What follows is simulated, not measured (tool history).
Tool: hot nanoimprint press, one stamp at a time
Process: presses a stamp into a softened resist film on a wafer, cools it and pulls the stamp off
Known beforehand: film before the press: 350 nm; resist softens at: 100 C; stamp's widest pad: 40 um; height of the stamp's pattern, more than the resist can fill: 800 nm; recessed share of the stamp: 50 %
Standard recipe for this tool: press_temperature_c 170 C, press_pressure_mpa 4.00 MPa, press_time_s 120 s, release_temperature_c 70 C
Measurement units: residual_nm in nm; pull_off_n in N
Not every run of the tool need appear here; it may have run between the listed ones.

run,hour,press_temperature_c,press_pressure_mpa,press_time_s,release_temperature_c,residual_nm,pull_off_n
1,0.0,170,4.00,120,70,134.3,109
2,9.0,170,4.00,120,70,132.1,106
3,20.3,170,4.00,68,70,168.4,107
4,32.5,170,4.00,68,70,165.6,111
5,43.7,170,4.00,120,64,132.9,125
6,54.6,170,4.00,120,64,134.5,127
7,60.8,170,3.62,120,64,140.1,129
8,71.0,164,4.00,120,70,184.1,112
9,77.5,164,4.00,197,70,154.1,110
10,87.2,164,4.00,197,70,154.2,113
11,101.3,164,4.00,197,70,153.3,113
12,108.3,170,4.00,120,62,132.4,135
13,115.7,170,4.00,120,70,132.3,110
14,128.0,170,4.00,120,70,133.8,110
15,140.6,170,4.00,120,63,133.6,133
# hour 144.5: plate thermocouple calibrated
16,154.8,180,2.86,99,66,97.2,123
17,161.4,167,2.86,99,66,190.4,126
18,171.7,176,2.59,92,63,129.0,132
19,181.6,176,2.59,92,63,127.2,130
# hour 193.6: plate thermocouple calibrated, once more
20,198.8,165,4.33,65,58,217.5,146
21,209.9,170,4.00,120,56,137.8,152
22,216.8,170,4.00,203,70,111.2,118
23,231.0,170,4.00,123,70,137.5,115
24,238.5,178,4.00,94,70,100.4,116
25,253.6,170,5.85,169,68,99.9,122
26,268.7,170,5.85,169,68,99.5,126
27,279.7,170,5.27,120,61,122.7,146
28,291.5,170,5.27,120,61,122.2,145
29,300.5,158,5.27,96,70,244.1,121

What if the next run were any one of these 5? Each begins from the tool's condition after run 29:
A,310.2,170,3.33,186,57,?,?
B,310.2,182,5.27,177,70,?,?
C,310.2,174,4.00,120,70,?,?
D,310.2,179,5.51,120,70,?,?
E,310.2,178,4.00,67,72,?,?

run,residual_nm,pull_off_n
A,124.8,155
B,51.4,123
C,109.0,118
D,71.2,119
E,114.5,114
The same runs, with their run-to-run variation unchanged, on a tool lacking any hidden condition would have given:
run,residual_nm,pull_off_n
A,123.6,135
B,50.4,107
C,107.6,103
D,69.8,104
E,113.1,100
